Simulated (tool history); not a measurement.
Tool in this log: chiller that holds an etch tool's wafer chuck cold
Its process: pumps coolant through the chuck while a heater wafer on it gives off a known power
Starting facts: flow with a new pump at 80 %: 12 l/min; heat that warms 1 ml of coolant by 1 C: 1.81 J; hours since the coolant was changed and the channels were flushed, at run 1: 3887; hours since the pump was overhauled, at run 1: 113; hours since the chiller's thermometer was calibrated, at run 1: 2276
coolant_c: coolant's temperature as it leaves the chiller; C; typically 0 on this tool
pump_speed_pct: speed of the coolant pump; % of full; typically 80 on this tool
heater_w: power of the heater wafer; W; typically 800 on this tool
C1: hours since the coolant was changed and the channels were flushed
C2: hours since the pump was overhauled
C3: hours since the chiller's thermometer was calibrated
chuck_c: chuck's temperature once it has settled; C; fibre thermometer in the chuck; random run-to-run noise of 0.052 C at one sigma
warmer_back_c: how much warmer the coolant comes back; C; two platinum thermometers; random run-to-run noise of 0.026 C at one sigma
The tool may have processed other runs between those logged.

{"run": 1, "hour": 0.0, "coolant_c": 0, "pump_speed_pct": 80, "heater_w": 800, "C1": 3887, "C2": 113, "C3": 2276, "chuck_c": 5.5, "warmer_back_c": 2.2}
{"run": 2, "hour": 38.1, "coolant_c": 0, "pump_speed_pct": 80, "heater_w": 800, "C1": 3926, "C2": 152, "C3": 2314, "chuck_c": 5.5, "warmer_back_c": 2.21}
{"run": 3, "hour": 72.6, "coolant_c": -2, "pump_speed_pct": 80, "heater_w": 800, "C1": 3960, "C2": 186, "C3": 2348, "chuck_c": 3.45, "warmer_back_c": 2.2}
{"run": 4, "hour": 116.6, "coolant_c": -2, "pump_speed_pct": 80, "heater_w": 800, "C1": 4004, "C2": 230, "C3": 2392, "chuck_c": 3.4, "warmer_back_c": 2.25}
{"run": 5, "hour": 142.3, "coolant_c": 0, "pump_speed_pct": 80, "heater_w": 800, "C1": 4030, "C2": 256, "C3": 2418, "chuck_c": 5.49, "warmer_back_c": 2.2}
{"run": 6, "hour": 176.8, "coolant_c": 0, "pump_speed_pct": 80, "heater_w": 800, "C1": 4064, "C2": 290, "C3": 2452, "chuck_c": 5.46, "warmer_back_c": 2.18}
{"run": 7, "hour": 200.4, "coolant_c": 0, "pump_speed_pct": 80, "heater_w": 800, "C1": 4088, "C2": 314, "C3": 2476, "chuck_c": 5.45, "warmer_back_c": 2.22}
{"run": 8, "hour": 230.0, "coolant_c": 0, "pump_speed_pct": 80, "heater_w": 800, "C1": 4117, "C2": 343, "C3": 2506, "chuck_c": 5.45, "warmer_back_c": 2.21}
{"run": 9, "hour": 253.9, "coolant_c": 0, "pump_speed_pct": 80, "heater_w": 800, "C1": 4141, "C2": 367, "C3": 2530, "chuck_c": 5.48, "warmer_back_c": 2.25}
{"run": 10, "hour": 287.0, "coolant_c": 0, "pump_speed_pct": 65, "heater_w": 800, "C1": 4174, "C2": 400, "C3": 2563, "chuck_c": 6.15, "warmer_back_c": 2.78}
{"run": 11, "hour": 313.7, "coolant_c": 0, "pump_speed_pct": 65, "heater_w": 800, "C1": 4201, "C2": 427, "C3": 2589, "chuck_c": 6.22, "warmer_back_c": 2.8}
{"run": 12, "hour": 334.8, "coolant_c": 0, "pump_speed_pct": 80, "heater_w": 800, "C1": 4222, "C2": 448, "C3": 2610, "chuck_c": 5.4, "warmer_back_c": 2.2}
{"run": 13, "hour": 381.1, "coolant_c": 0, "pump_speed_pct": 86, "heater_w": 800, "C1": 4268, "C2": 494, "C3": 2657, "chuck_c": 5.28, "warmer_back_c": 2.04}
{"run": 14, "hour": 412.1, "coolant_c": 0, "pump_speed_pct": 86, "heater_w": 800, "C1": 4300, "C2": 526, "C3": 2688, "chuck_c": 5.15, "warmer_back_c": 2.1}
{"run": 15, "hour": 455.0, "coolant_c": 0, "pump_speed_pct": 80, "heater_w": 800, "C1": 4342, "C2": 568, "C3": 2731, "chuck_c": 5.45, "warmer_back_c": 2.21}
{"run": 16, "hour": 478.0, "coolant_c": 0, "pump_speed_pct": 80, "heater_w": 800, "C1": 4365, "C2": 591, "C3": 2754, "chuck_c": 5.5, "warmer_back_c": 2.21}
{"run": 17, "hour": 521.8, "coolant_c": 6, "pump_speed_pct": 80, "heater_w": 800, "C1": 4409, "C2": 635, "C3": 2798, "chuck_c": 11.5, "warmer_back_c": 2.2}
{"run": 18, "hour": 557.4, "coolant_c": 1, "pump_speed_pct": 86, "heater_w": 800, "C1": 4445, "C2": 671, "C3": 2833, "chuck_c": 6.26, "warmer_back_c": 2.03}
{"run": 19, "hour": 594.3, "coolant_c": 0, "pump_speed_pct": 63, "heater_w": 800, "C1": 4482, "C2": 708, "C3": 2870, "chuck_c": 6.46, "warmer_back_c": 2.8}
{"run": 20, "hour": 618.4, "coolant_c": 0, "pump_speed_pct": 63, "heater_w": 800, "C1": 4506, "C2": 732, "C3": 2894, "chuck_c": 6.46, "warmer_back_c": 2.87}
{"run": 21, "hour": 661.3, "coolant_c": 0, "pump_speed_pct": 85, "heater_w": 563, "C1": 4549, "C2": 775, "C3": 2937, "chuck_c": 3.67, "warmer_back_c": 1.4}
{"run": 22, "hour": 707.1, "coolant_c": 0, "pump_speed_pct": 85, "heater_w": 563, "C1": 4594, "C2": 820, "C3": 2983, "chuck_c": 3.66, "warmer_back_c": 1.42}
{"run": 23, "hour": 743.4, "coolant_c": -5, "pump_speed_pct": 98, "heater_w": 461, "C1": 4631, "C2": 857, "C3": 3019, "chuck_c": -2.25, "warmer_back_c": 0.98}
{"run": 24, "hour": 784.8, "coolant_c": -4, "pump_speed_pct": 78, "heater_w": 800, "C1": 4672, "C2": 898, "C3": 3060, "chuck_c": 1.53, "warmer_back_c": 2.27}
{"run": 25, "hour": 816.8, "coolant_c": 1, "pump_speed_pct": 76, "heater_w": 1022, "C1": 4704, "C2": 930, "C3": 3092, "chuck_c": 8.24, "warmer_back_c": 2.97}
{"run": 26, "hour": 861.3, "coolant_c": 1, "pump_speed_pct": 76, "heater_w": 1022, "C1": 4749, "C2": 975, "C3": 3137, "chuck_c": 8.23, "warmer_back_c": 3.0}
{"run": 27, "hour": 893.1, "coolant_c": 1, "pump_speed_pct": 76, "heater_w": 1022, "C1": 4780, "C2": 1006, "C3": 3169, "chuck_c": 8.15, "warmer_back_c": 3.04}
{"run": 28, "hour": 925.9, "coolant_c": 4, "pump_speed_pct": 80, "heater_w": 800, "C1": 4813, "C2": 1039, "C3": 3202, "chuck_c": 9.42, "warmer_back_c": 2.22}
{"run": 29, "hour": 960.2, "coolant_c": 4, "pump_speed_pct": 80, "heater_w": 800, "C1": 4848, "C2": 1074, "C3": 3236, "chuck_c": 9.47, "warmer_back_c": 2.19}
{"run": 30, "hour": 1003.9, "coolant_c": -2, "pump_speed_pct": 90, "heater_w": 675, "C1": 4891, "C2": 1117, "C3": 3280, "chuck_c": 2.17, "warmer_back_c": 1.64}
{"run": 31, "hour": 1030.0, "coolant_c": -2, "pump_speed_pct": 90, "heater_w": 675, "C1": 4917, "C2": 1143, "C3": 3306, "chuck_c": 2.27, "warmer_back_c": 1.57}

Here are 4 independent what-if runs from the current tool condition. What would each one return?
{"run": "A", "hour": 1063.1, "coolant_c": 5, "pump_speed_pct": 95, "heater_w": 527, "C1": 4951, "C2": 1177, "C3": 3339, "chuck_c": "?", "warmer_back_c": "?"}
{"run": "B", "hour": 1063.1, "coolant_c": 0, "pump_speed_pct": 77, "heater_w": 529, "C1": 4951, "C2": 1177, "C3": 3339, "chuck_c": "?", "warmer_back_c": "?"}
{"run": "C", "hour": 1063.1, "coolant_c": 8, "pump_speed_pct": 80, "heater_w": 590, "C1": 4951, "C2": 1177, "C3": 3339, "chuck_c": "?", "warmer_back_c": "?"}
{"run": "D", "hour": 1063.1, "coolant_c": 0, "pump_speed_pct": 80, "heater_w": 413, "C1": 4951, "C2": 1177, "C3": 3339, "chuck_c": "?", "warmer_back_c": "?"}

run=A chuck_c=8.23 warmer_back_c=1.20
run=B chuck_c=3.58 warmer_back_c=1.51
run=C chuck_c=11.96 warmer_back_c=1.64
run=D chuck_c=2.80 warmer_back_c=1.15
With no hidden state in the tool, these same runs would have given:
run=A chuck_c=8.24 warmer_back_c=1.19
run=B chuck_c=3.58 warmer_back_c=1.51
run=C chuck_c=11.96 warmer_back_c=1.64
run=D chuck_c=2.81 warmer_back_c=1.15

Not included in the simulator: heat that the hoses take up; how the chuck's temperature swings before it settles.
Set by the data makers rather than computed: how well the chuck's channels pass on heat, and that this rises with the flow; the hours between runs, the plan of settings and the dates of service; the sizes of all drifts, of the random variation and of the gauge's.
